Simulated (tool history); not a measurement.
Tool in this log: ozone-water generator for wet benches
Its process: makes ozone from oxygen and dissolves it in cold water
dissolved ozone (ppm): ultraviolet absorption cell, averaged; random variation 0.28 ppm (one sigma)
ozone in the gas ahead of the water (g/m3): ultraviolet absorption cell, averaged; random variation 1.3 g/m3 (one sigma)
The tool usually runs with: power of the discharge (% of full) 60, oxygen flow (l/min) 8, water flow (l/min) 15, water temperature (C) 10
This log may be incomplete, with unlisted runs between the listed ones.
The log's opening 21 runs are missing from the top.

run   hour  power of the discharge (% of full)  oxygen flow (l/min)  water flow (l/min)  water temperature (C)  hours of work since the electrodes were changed  hours of work since the contactor was cleaned  hours of work since the thermometer was calibrated  dissolved ozone (ppm)  ozone in the gas ahead of the water (g/m3)
 22  547.8                                  60                 5.16                  15                     11                                             1406                                           2806                                                2385                   43.5                                       277.1
 23  573.9                                  60                 5.16                  15                     11                                             1424                                           2824                                                2403                   43.1                                       276.4
 24  611.7                                  60                 6.47                  12                      8                                             1451                                           2850                                                2429                   53.2                                       247.7
 25  647.1                                  60                 6.47                  12                     11                                             1476                                           2875                                                2454                   50.1                                       246.8
     660.2  -- gauge calibrated
 26  683.5                                  54                 6.86                  18                     11                                             1501                                           2900                                                2479                   35.9                                       229.8
 27  702.5                                  54                 6.86                  18                     11                                             1514                                           2914                                                2493                   35.7                                       231.9
 28    725                                  54                 6.86                  18                     11                                             1530                                           2929                                                2508                     36                                       234.7
 29  758.2                                  94                11.38                  13                     12                                             1553                                           2952                                                2532                   58.3                                       259.6
 30    788                                  94                11.38                  13                     12                                             1574                                           2973                                                2552                   58.8                                       259.5
 31    807                                  60                 5.11                  21                      6                                             1587                                           2987                                                2566                   34.9                                       281.2
 32  838.7                                  63                 7.99                  21                      6                                             1609                                           3009                                                2588                   38.2                                       236.7
 33  863.6                                  60                 4.61                  15                      6                                             1627                                           3026                                                2605                   45.8                                       295.9

What if the next run were any one of these 4? Each begins from the tool's condition after run 33:
  A  883.5                                  66                 4.61                  16                      7                                             1641                                           3040                                                2619                      ?                                           ?
  B  883.5                                  60                  7.6                  15                     12                                             1641                                           3040                                                2619                      ?                                           ?
  C  883.5                                  51                    8                  14                     10                                             1641                                           3040                                                2619                      ?                                           ?
  D  883.5                                  60                 8.42                  15                      7                                             1641                                           3040                                                2619                      ?                                           ?

run  dissolved ozone (ppm)  ozone in the gas ahead of the water (g/m3)
  A                   45.1                                       316.4
  B                   42.6                                       233.9
  C                   41.6                                       206.4
  D                   46.3                                         223
Had the tool no hidden state, the same runs would have come out as:
run  dissolved ozone (ppm)  ozone in the gas ahead of the water (g/m3)
  A                   45.1                                       319.7
  B                   42.7                                       236.4
  C                   41.6                                       208.6
  D                   46.4                                       225.4
